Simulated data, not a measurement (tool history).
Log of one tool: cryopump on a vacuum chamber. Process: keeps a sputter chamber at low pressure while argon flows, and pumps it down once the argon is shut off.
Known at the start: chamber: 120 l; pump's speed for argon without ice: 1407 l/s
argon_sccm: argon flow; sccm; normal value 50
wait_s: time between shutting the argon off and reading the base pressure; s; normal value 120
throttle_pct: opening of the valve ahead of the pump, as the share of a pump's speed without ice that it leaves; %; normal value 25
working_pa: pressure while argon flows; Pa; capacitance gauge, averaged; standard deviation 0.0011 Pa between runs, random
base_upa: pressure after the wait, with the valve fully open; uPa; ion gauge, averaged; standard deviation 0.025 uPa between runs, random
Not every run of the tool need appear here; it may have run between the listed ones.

| run | day | argon_sccm | wait_s | throttle_pct | working_pa | base_upa |
|---|---|---|---|---|---|---|
| 1 | 0.000 | 50 | 120 | 25 | 0.2675 | 3.22 |
|  | 1.854 | pump warmed up, emptied and cooled again |
| 2 | 2.779 | 50 | 120 | 25 | 0.2435 | 2.57 |
| 3 | 4.217 | 50 | 120 | 25 | 0.2395 | 2.65 |
| 4 | 5.500 | 50 | 120 | 25 | 0.2439 | 2.68 |
| 5 | 7.317 | 50 | 21 | 25 | 0.2436 | 6.42 |
| 6 | 8.579 | 50 | 21 | 46 | 0.1384 | 6.66 |
| 7 | 9.812 | 36 | 21 | 46 | 0.0999 | 6.64 |
| 8 | 12.229 | 36 | 21 | 46 | 0.1024 | 6.93 |
| 9 | 13.375 | 94 | 120 | 25 | 0.4760 | 3.03 |
| 10 | 15.675 | 50 | 120 | 46 | 0.1447 | 3.12 |
| 11 | 18.058 | 25 | 120 | 46 | 0.0743 | 3.35 |
| 12 | 20.292 | 25 | 120 | 46 | 0.0753 | 3.37 |
| 13 | 22.175 | 37 | 120 | 46 | 0.1130 | 3.50 |
| 14 | 23.283 | 37 | 120 | 46 | 0.1153 | 3.58 |
|  | 25.104 | pump warmed up, emptied and cooled again |
| 15 | 25.196 | 50 | 120 | 25 | 0.2418 | 2.81 |
| 16 | 26.662 | 48 | 120 | 25 | 0.2312 | 2.94 |
| 17 | 28.892 | 20 | 32 | 18 | 0.1349 | 5.20 |
| 18 | 31.188 | 90 | 30 | 18 | 0.6113 | 5.45 |
| 19 | 33.458 | 44 | 271 | 41 | 0.1364 | 2.85 |
| 20 | 34.529 | 93 | 120 | 18 | 0.6396 | 3.34 |
| 21 | 36.654 | 59 | 88 | 18 | 0.4049 | 3.84 |
| 22 | 38.304 | 31 | 23 | 21 | 0.1848 | 6.79 |
| 23 | 40.650 | 31 | 112 | 30 | 0.1346 | 3.63 |
| 24 | 41.783 | 49 | 112 | 25 | 0.2520 | 3.74 |
| 25 | 43.883 | 50 | 61 | 39 | 0.1752 | 4.68 |
| 26 | 46.350 | 50 | 21 | 30 | 0.2253 | 7.96 |
| 27 | 47.783 | 60 | 30 | 22 | 0.3602 | 6.44 |
|  | 48.317 | pump warmed up, emptied and cooled again |
| 28 | 49.079 | 50 | 221 | 25 | 0.2411 | 2.88 |
| 29 | 50.575 | 50 | 268 | 25 | 0.2444 | 2.91 |
| 30 | 52.967 | 50 | 22 | 28 | 0.2209 | 6.75 |
| 31 | 55.379 | 67 | 269 | 41 | 0.2069 | 3.02 |

Here are 3 independent what-if runs from the current tool condition. What would each one return?
| A | 57.033 | 35 | 120 | 25 | ? | ? |
| B | 57.033 | 35 | 33 | 17 | ? | ? |
| C | 57.033 | 50 | 267 | 24 | ? | ? |

| run | working_pa | base_upa |
|---|---|---|
| A | 0.1750 | 3.57 |
| B | 0.2565 | 5.78 |
| C | 0.2597 | 3.23 |
Without the tool's unlogged condition, the same runs would have read:
| run | working_pa | base_upa |
|---|---|---|
| A | 0.1684 | 1.00 |
| B | 0.2498 | 3.13 |
| C | 0.2502 | 0.57 |
